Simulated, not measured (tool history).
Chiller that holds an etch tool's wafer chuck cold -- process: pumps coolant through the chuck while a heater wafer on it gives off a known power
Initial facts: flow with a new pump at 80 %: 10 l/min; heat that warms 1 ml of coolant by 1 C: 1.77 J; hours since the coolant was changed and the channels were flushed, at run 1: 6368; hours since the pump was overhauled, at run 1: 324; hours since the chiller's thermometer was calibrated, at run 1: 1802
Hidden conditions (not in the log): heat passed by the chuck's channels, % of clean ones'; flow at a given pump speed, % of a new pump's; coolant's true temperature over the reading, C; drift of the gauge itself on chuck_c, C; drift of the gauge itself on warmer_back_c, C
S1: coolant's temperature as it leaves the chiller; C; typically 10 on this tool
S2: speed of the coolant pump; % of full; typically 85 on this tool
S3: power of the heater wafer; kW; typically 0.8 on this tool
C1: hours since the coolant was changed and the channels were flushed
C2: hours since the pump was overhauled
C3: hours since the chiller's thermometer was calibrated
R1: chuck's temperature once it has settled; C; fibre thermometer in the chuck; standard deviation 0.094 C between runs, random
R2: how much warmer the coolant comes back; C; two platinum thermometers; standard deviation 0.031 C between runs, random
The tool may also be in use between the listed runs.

run,hour,S1,S2,S3,C1,C2,C3,R1,R2
1,0,10,85,0.8,6368,324,1802,17.58,2.57
2,15.5,10,85,0.8,6384,340,1818,17.43,2.59
3,36.3,10,85,0.8,6405,361,1838,17.46,2.63
4,51.7,10,85,0.8,6420,376,1854,17.56,2.57
5,81.5,10,85,0.8,6450,406,1883,17.41,2.59
6,98.9,10,85,0.8,6467,423,1901,17.51,2.54
7,122.4,16,93,0.525,6491,447,1924,20.7,1.55
8,145.1,7,93,0.525,6513,470,1947,11.7,1.52

What will run 9 give?
9,177.6,8,70,0.8,6546,502,1980,?,?

{"run 9": {"R1": 16.53, "R2": 3.06}}
On a tool with no hidden condition, and with the same random variation, this run would have come out at R1 16.08 C, R2 3.05 C.
